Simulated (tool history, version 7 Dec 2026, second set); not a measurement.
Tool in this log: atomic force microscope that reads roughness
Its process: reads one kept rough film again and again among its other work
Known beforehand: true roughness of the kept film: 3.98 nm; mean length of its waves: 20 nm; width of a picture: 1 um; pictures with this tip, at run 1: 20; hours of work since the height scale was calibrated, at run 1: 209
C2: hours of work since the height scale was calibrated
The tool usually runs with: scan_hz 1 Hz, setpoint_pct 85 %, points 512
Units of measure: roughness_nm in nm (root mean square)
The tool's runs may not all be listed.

run 1 hour=0 | scan_hz=1 setpoint_pct=85 points=512 | pictures_with_this_tip=20 C2=209 | roughness_nm=2.168
run 2 hour=9.1 | scan_hz=1 setpoint_pct=85 points=512 | pictures_with_this_tip=32 C2=216 | roughness_nm=1.97
run 3 hour=14.8 | scan_hz=1 setpoint_pct=85 points=512 | pictures_with_this_tip=40 C2=220 | roughness_nm=1.864
run 4 hour=25 | scan_hz=1 setpoint_pct=85 points=512 | pictures_with_this_tip=54 C2=228 | roughness_nm=1.722
-- hour=34.3 new tip fitted
run 5 hour=34.7 | scan_hz=1.02 setpoint_pct=85 points=512 | pictures_with_this_tip=1 C2=235 | roughness_nm=2.687
run 6 hour=44.2 | scan_hz=0.85 setpoint_pct=85 points=512 | pictures_with_this_tip=14 C2=242 | roughness_nm=2.425
run 7 hour=49.8 | scan_hz=0.85 setpoint_pct=85 points=512 | pictures_with_this_tip=21 C2=247 | roughness_nm=2.3
run 8 hour=58.4 | scan_hz=0.85 setpoint_pct=85 points=512 | pictures_with_this_tip=33 C2=253 | roughness_nm=2.12
run 9 hour=66.2 | scan_hz=2.67 setpoint_pct=85 points=512 | pictures_with_this_tip=44 C2=259 | roughness_nm=1.606
run 10 hour=73.1 | scan_hz=2.67 setpoint_pct=85 points=512 | pictures_with_this_tip=53 C2=265 | roughness_nm=1.528
run 11 hour=79.9 | scan_hz=2.67 setpoint_pct=85 points=512 | pictures_with_this_tip=63 C2=270 | roughness_nm=1.427
-- hour=83 new tip fitted
run 12 hour=88.9 | scan_hz=2.2 setpoint_pct=85 points=512 | pictures_with_this_tip=8 C2=277 | roughness_nm=2.241
run 13 hour=95.5 | scan_hz=2.2 setpoint_pct=85 points=512 | pictures_with_this_tip=17 C2=282 | roughness_nm=2.061
run 14 hour=99.9 | scan_hz=2.2 setpoint_pct=85 points=512 | pictures_with_this_tip=23 C2=285 | roughness_nm=1.961
run 15 hour=108.9 | scan_hz=2.2 setpoint_pct=85 points=512 | pictures_with_this_tip=36 C2=292 | roughness_nm=1.772
run 16 hour=114.5 | scan_hz=1 setpoint_pct=85 points=512 | pictures_with_this_tip=43 C2=296 | roughness_nm=1.924
run 17 hour=120.7 | scan_hz=1 setpoint_pct=85 points=512 | pictures_with_this_tip=52 C2=301 | roughness_nm=1.808
run 18 hour=128.8 | scan_hz=1.02 setpoint_pct=85 points=512 | pictures_with_this_tip=63 C2=307 | roughness_nm=1.698
-- hour=131.9 new tip fitted
run 19 hour=139 | scan_hz=1.02 setpoint_pct=85 points=512 | pictures_with_this_tip=10 C2=315 | roughness_nm=2.478
run 20 hour=146.5 | scan_hz=2.91 setpoint_pct=85 points=512 | pictures_with_this_tip=20 C2=321 | roughness_nm=1.873
run 21 hour=153.8 | scan_hz=1 setpoint_pct=85 points=375 | pictures_with_this_tip=30 C2=326 | roughness_nm=2.104
run 22 hour=162.6 | scan_hz=1 setpoint_pct=85 points=375 | pictures_with_this_tip=43 C2=333 | roughness_nm=1.901
run 23 hour=170.4 | scan_hz=1 setpoint_pct=85 points=375 | pictures_with_this_tip=53 C2=339 | roughness_nm=1.775
run 24 hour=176.7 | scan_hz=1 setpoint_pct=85 points=512 | pictures_with_this_tip=62 C2=344 | roughness_nm=1.702
-- hour=180.8 new tip fitted
run 25 hour=186.1 | scan_hz=1 setpoint_pct=69 points=512 | pictures_with_this_tip=7 C2=351 | roughness_nm=2.73
run 26 hour=196.6 | scan_hz=1 setpoint_pct=69 points=512 | pictures_with_this_tip=21 C2=359 | roughness_nm=2.436
run 27 hour=204.1 | scan_hz=1.17 setpoint_pct=69 points=329 | pictures_with_this_tip=32 C2=365 | roughness_nm=2.171
run 28 hour=214.3 | scan_hz=1.1 setpoint_pct=59 points=329 | pictures_with_this_tip=46 C2=373 | roughness_nm=2.025
run 29 hour=222.8 | scan_hz=2.05 setpoint_pct=72 points=745 | pictures_with_this_tip=57 C2=379 | roughness_nm=1.75
-- hour=229.5 new tip fitted
run 30 hour=229.5 | scan_hz=2.05 setpoint_pct=72 points=745 | pictures_with_this_tip=0 C2=384 | roughness_nm=2.735
run 31 hour=238.5 | scan_hz=2.05 setpoint_pct=72 points=745 | pictures_with_this_tip=12 C2=391 | roughness_nm=2.4
run 32 hour=243.3 | scan_hz=2.05 setpoint_pct=72 points=745 | pictures_with_this_tip=19 C2=395 | roughness_nm=2.284
run 33 hour=252.1 | scan_hz=3.62 setpoint_pct=77 points=335 | pictures_with_this_tip=31 C2=402 | roughness_nm=1.781
run 34 hour=260 | scan_hz=3.62 setpoint_pct=87 points=515 | pictures_with_this_tip=41 C2=408 | roughness_nm=1.468
run 35 hour=267.5 | scan_hz=3.71 setpoint_pct=85 points=483 | pictures_with_this_tip=52 C2=413 | roughness_nm=1.378
run 36 hour=275 | scan_hz=3.71 setpoint_pct=68 points=401 | pictures_with_this_tip=62 C2=419 | roughness_nm=1.598
-- hour=278.2 new tip fitted
run 37 hour=280.2 | scan_hz=1 setpoint_pct=73 points=505 | pictures_with_this_tip=2 C2=423 | roughness_nm=2.813
run 38 hour=286.1 | scan_hz=3.1 setpoint_pct=59 points=575 | pictures_with_this_tip=11 C2=428 | roughness_nm=2.549
run 39 hour=291.6 | scan_hz=1.5 setpoint_pct=59 points=575 | pictures_with_this_tip=18 C2=432 | roughness_nm=2.499
run 40 hour=301.6 | scan_hz=1.5 setpoint_pct=84 points=816 | pictures_with_this_tip=32 C2=439 | roughness_nm=2.025
run 41 hour=309.5 | scan_hz=1.5 setpoint_pct=84 points=816 | pictures_with_this_tip=43 C2=446 | roughness_nm=1.857
run 42 hour=314.4 | scan_hz=1.5 setpoint_pct=84 points=816 | pictures_with_this_tip=49 C2=449 | roughness_nm=1.783
run 43 hour=323.5 | scan_hz=1.5 setpoint_pct=88 points=816 | pictures_with_this_tip=62 C2=456 | roughness_nm=1.579
-- hour=327.3 new tip fitted
run 44 hour=334.4 | scan_hz=1.76 setpoint_pct=85 points=512 | pictures_with_this_tip=10 C2=464 | roughness_nm=2.336
run 45 hour=339 | scan_hz=2.95 setpoint_pct=62 points=806 | pictures_with_this_tip=16 C2=468 | roughness_nm=2.447
run 46 hour=349.5 | scan_hz=3.01 setpoint_pct=64 points=512 | pictures_with_this_tip=31 C2=476 | roughness_nm=2.12
run 47 hour=354.9 | scan_hz=1 setpoint_pct=85 points=893 | pictures_with_this_tip=38 C2=480 | roughness_nm=2
run 48 hour=362.2 | scan_hz=0.76 setpoint_pct=58 points=843 | pictures_with_this_tip=48 C2=486 | roughness_nm=2.077
run 49 hour=372.2 | scan_hz=1 setpoint_pct=69 points=512 | pictures_with_this_tip=62 C2=494 | roughness_nm=1.821
-- hour=375.9 new tip fitted
run 50 hour=379.9 | scan_hz=1 setpoint_pct=73 points=384 | pictures_with_this_tip=5 C2=499 | roughness_nm=2.759
run 51 hour=387.6 | scan_hz=0.55 setpoint_pct=87 points=860 | pictures_with_this_tip=16 C2=505 | roughness_nm=2.549
run 52 hour=392.4 | scan_hz=0.55 setpoint_pct=68 points=480 | pictures_with_this_tip=23 C2=509 | roughness_nm=2.492

Results per run with the tool's hidden condition removed, run-to-run variation unchanged:
The tool's hidden condition here consists of: radius of the tip, nm; height scale over the true one, %; drift of the gauge itself on roughness_nm, %.
run=1 roughness_nm=2.744
run=2 roughness_nm=2.733
run=3 roughness_nm=2.734
run=4 roughness_nm=2.758
run=5 roughness_nm=2.729
run=6 roughness_nm=2.784
run=7 roughness_nm=2.793
run=8 roughness_nm=2.791
run=9 roughness_nm=2.28
run=10 roughness_nm=2.305
run=11 roughness_nm=2.298
run=12 roughness_nm=2.411
run=13 roughness_nm=2.409
run=14 roughness_nm=2.408
run=15 roughness_nm=2.396
run=16 roughness_nm=2.733
run=17 roughness_nm=2.738
run=18 roughness_nm=2.742
run=19 roughness_nm=2.737
run=20 roughness_nm=2.242
run=21 roughness_nm=2.712
run=22 roughness_nm=2.701
run=23 roughness_nm=2.702
run=24 roughness_nm=2.743
run=25 roughness_nm=2.925
run=26 roughness_nm=2.944
run=27 roughness_nm=2.856
run=28 roughness_nm=2.934
run=29 roughness_nm=2.73
run=30 roughness_nm=2.729
run=31 roughness_nm=2.704
run=32 roughness_nm=2.728
run=33 roughness_nm=2.329
run=34 roughness_nm=2.044
run=35 roughness_nm=2.075
run=36 roughness_nm=2.563
run=37 roughness_nm=2.874
run=38 roughness_nm=2.84
run=39 roughness_nm=2.946
run=40 roughness_nm=2.626
run=41 roughness_nm=2.617
run=42 roughness_nm=2.623
run=43 roughness_nm=2.519
run=44 roughness_nm=2.549
run=45 roughness_nm=2.825
run=46 roughness_nm=2.76
run=47 roughness_nm=2.742
run=48 roughness_nm=3.051
run=49 roughness_nm=2.914
run=50 roughness_nm=2.874
run=51 roughness_nm=2.909
run=52 roughness_nm=3.024

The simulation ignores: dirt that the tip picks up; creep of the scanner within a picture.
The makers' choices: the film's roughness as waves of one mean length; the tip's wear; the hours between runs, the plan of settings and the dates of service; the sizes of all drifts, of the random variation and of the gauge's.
